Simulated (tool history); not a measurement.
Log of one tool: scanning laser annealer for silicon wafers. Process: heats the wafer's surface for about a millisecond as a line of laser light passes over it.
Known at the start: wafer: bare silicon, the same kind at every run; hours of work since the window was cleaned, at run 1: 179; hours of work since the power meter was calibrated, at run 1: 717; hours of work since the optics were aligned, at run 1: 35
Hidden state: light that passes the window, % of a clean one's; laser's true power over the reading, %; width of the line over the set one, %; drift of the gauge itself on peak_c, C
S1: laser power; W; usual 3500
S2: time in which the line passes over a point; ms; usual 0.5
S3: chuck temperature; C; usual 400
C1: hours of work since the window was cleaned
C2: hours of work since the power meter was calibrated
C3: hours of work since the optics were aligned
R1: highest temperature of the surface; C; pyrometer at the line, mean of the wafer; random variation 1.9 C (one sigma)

Run 1, hour 0: usual settings; C1 179; C2 717; C3 35. Result: R1 1111 C.
Run 2, hour 25.8: usual settings; C1 198; C2 735; C3 53. Result: R1 1107 C.
Run 3, hour 66.1: usual settings; C1 226; C2 764; C3 82. Result: R1 1106 C.
Run 4, hour 98.2: usual settings; C1 249; C2 787; C3 105. Result: R1 1109 C.
Run 5, hour 146.9: usual settings but S3 411 C; C1 284; C2 821; C3 139. Result: R1 1120 C.
Run 6, hour 175.8: usual settings but S3 411 C; C1 304; C2 842; C3 160. Result: R1 1121 C.
Run 7, hour 211.3: usual settings but S2 0.364 ms; C1 330; C2 867; C3 185. Result: R1 988 C.
Run 8, hour 240.8: usual settings but S2 0.364 ms; C1 351; C2 888; C3 206. Result: R1 988 C.
Run 9, hour 289.1: usual settings but S2 0.364 ms; C1 385; C2 923; C3 241. Result: R1 987 C.
Run 10, hour 330.8: usual settings but S2 0.364 ms; C1 415; C2 953; C3 270. Result: R1 987 C.
Run 11, hour 365.5: usual settings but S1 3245 W, S2 0.383 ms, S3 391 C; C1 440; C2 977; C3 295. Result: R1 943 C.
Run 12, hour 407.1: usual settings but S1 3245 W, S2 0.383 ms, S3 391 C; C1 469; C2 1007; C3 325. Result: R1 939 C.
Run 13, hour 439.6: usual settings but S1 3245 W, S2 0.383 ms, S3 391 C; C1 492; C2 1030; C3 348. Result: R1 945 C.
Run 14, hour 488: usual settings but S1 3585 W, S2 0.592 ms, S3 410 C; C1 527; C2 1064; C3 382. Result: R1 1217 C.
Run 15, hour 534.8: usual settings but S1 3585 W, S2 0.592 ms, S3 410 C; C1 560; C2 1098; C3 416. Result: R1 1214 C.

5 ways to go on from here, each from the tool as it stands after run 15. What would each give?
Run A, hour 564.1: usual settings but S1 3515 W; C1 581; C2 1119; C3 437. Result: R1 ?.
Run B, hour 564.1: usual settings but S1 2986 W, S2 0.386 ms, S3 388 C; C1 581; C2 1119; C3 437. Result: R1 ?.
Run C, hour 564.1: usual settings but S1 3585 W, S2 0.592 ms, S3 420 C; C1 581; C2 1119; C3 437. Result: R1 ?.
Run D, hour 564.1: usual settings but S1 3585 W, S2 0.513 ms, S3 372 C; C1 581; C2 1119; C3 437. Result: R1 ?.
Run E, hour 564.1: usual settings but S1 3302 W, S2 0.452 ms, S3 435 C; C1 581; C2 1119; C3 437. Result: R1 ?.

run    R1
  A  1114
  B   887
  C  1225
  D  1116
  E  1052
Without the tool's hidden state the same runs would have given:
run    R1
  A  1115
  B   888
  C  1226
  D  1117
  E  1052
